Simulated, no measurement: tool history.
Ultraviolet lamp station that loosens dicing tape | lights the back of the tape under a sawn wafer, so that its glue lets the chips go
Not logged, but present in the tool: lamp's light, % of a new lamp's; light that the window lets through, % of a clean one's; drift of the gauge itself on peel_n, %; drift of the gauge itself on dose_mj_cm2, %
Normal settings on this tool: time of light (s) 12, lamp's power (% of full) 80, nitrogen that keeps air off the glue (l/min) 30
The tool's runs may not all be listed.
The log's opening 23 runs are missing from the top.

run    hour  time of light (s)  lamp's power (% of full)  nitrogen that keeps air off the glue (l/min)  hours of work of the lamp  hours of work since the window was cleaned  force that peels the tape off (N)  light that reached the tape (mJ/cm²)
 24   691.1                 12                        80                                            10                        659                                          75                              0.577                                   339
 25   723.3                 12                        80                                            10                        679                                          95                              0.584                                   337
 26   751.4                 13                        86                                            19                        697                                         113                              0.245                                   394
 27   785.4                 12                        69                                            25                        718                                         134                              0.441                                   289
 28     817                 11                        66                                            38                        738                                         154                              0.517                                   253
 29     844                 12                        79                                            25                        755                                         171                              0.316                                   334
 30   876.1                 12                        79                                            25                        775                                         192                              0.324                                   340
 31   913.8                 12                        91                                            34                        799                                         215                              0.204                                   391
 32   948.9                 12                        84                                            12                        821                                         237                              0.448                                   355
      962.9  -- lamp changed
 33   974.2                 21                        89                                            22                          7                                         253                              0.094                                   664
 34   998.5                 11                        69                                            14                         22                                         268                              0.744                                   266
     1017.8  -- window cleaned of glue's vapour
 35  1040.5                 11                        83                                            24                         48                                          14                              0.361                                   322
 36  1067.2                 12                        80                                            10                         65                                          31                              0.567                                   340
 37  1103.6                 17                        80                                            51                         88                                          54                              0.112                                   474
 38  1140.5                 14                        80                                            22                        111                                          77                              0.235                                   395
 39  1170.9                 14                        80                                            22                        131                                          96                              0.232                                   398
 40  1190.1                  7                        86                                            20                        143                                         108                              0.999                                   214
 41  1214.1                  7                        86                                            20                        158                                         123                              0.979                                   215
 42  1234.4                 10                        87                                            47                        170                                         136                              0.277                                   306

Consider 5 possible next runs. They are alternatives, not a sequence: every one starts from the tool as it was left by run 42. What does each give?
  A  1262.7                 10                        66                                            10                        188                                         154                                  ?                                     ?
  B  1262.7                 16                        80                                            30                        188                                         154                                  ?                                     ?
  C  1262.7                 18                       100                                            47                        188                                         154                                  ?                                     ?
  D  1262.7                 10                        81                                            26                        188                                         154                                  ?                                     ?
  E  1262.7                 12                        80                                            26                        188                                         154                                  ?                                     ?

run  force that peels the tape off (N)  light that reached the tape (mJ/cm²)
  A                              1.201                                   230
  B                              0.151                                   452
  C                              0.087                                   632
  D                              0.466                                   289
  E                              0.299                                   335
Without the tool's unlogged condition, the same runs would have read:
run  force that peels the tape off (N)  light that reached the tape (mJ/cm²)
  A                              1.197                                   231
  B                              0.151                                   453
  C                              0.087                                   633
  D                              0.464                                   290
  E                              0.297                                   336
